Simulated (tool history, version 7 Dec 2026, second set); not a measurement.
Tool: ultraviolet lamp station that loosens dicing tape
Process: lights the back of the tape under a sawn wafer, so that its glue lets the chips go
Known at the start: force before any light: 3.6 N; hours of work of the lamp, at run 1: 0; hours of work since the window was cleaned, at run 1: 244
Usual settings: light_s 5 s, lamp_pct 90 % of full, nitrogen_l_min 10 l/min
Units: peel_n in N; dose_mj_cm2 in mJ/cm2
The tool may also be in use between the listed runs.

| run | hour | light_s | lamp_pct | nitrogen_l_min | hours of work of the lamp | hours of work since the window was cleaned | peel_n | dose_mj_cm2 |
|---|---|---|---|---|---|---|---|---|
| 1 | 0 | 5 | 90 | 10 | 0 | 244 | 0.244 | 367 |
| 2 | 22.2 | 5 | 90 | 10 | 18 | 261 | 0.233 | 364 |
| 3 | 51.8 | 5 | 90 | 10 | 41 | 285 | 0.241 | 366 |
| 4 | 74.8 | 2 | 90 | 10 | 60 | 303 | 0.84 | 139 |
| 5 | 89.8 | 2 | 90 | 10 | 72 | 315 | 0.835 | 143 |
| 6 | 121.4 | 5 | 90 | 10 | 97 | 340 | 0.252 | 348 |
| 7 | 143.5 | 5 | 90 | 10 | 114 | 358 | 0.249 | 352 |
| 8 | 176.1 | 5 | 90 | 10 | 140 | 384 | 0.245 | 339 |
| 9 | 204.4 | 5 | 90 | 10 | 163 | 406 | 0.239 | 340 |
| 10 | 230.2 | 8 | 98 | 3 | 183 | 427 | 0.227 | 587 |
|  | 233.7 | window cleaned of glue's vapour |
| 11 | 249.8 | 4 | 66 | 6 | 199 | 13 | 0.724 | 192 |
| 12 | 279.7 | 9 | 90 | 18 | 222 | 37 | 0.189 | 584 |
| 13 | 303.6 | 8 | 91 | 12 | 241 | 56 | 0.192 | 521 |

Forecast run 14:
| 14 | 321.7 | 6 | 90 | 10 | 256 | 70 | ? | ? |

Run 14 gave peel_n 0.237 N, dose_mj_cm2 386 mJ/cm2.
Without the tool's hidden state the same run would have given peel_n 0.214 N, dose_mj_cm2 455 mJ/cm2.

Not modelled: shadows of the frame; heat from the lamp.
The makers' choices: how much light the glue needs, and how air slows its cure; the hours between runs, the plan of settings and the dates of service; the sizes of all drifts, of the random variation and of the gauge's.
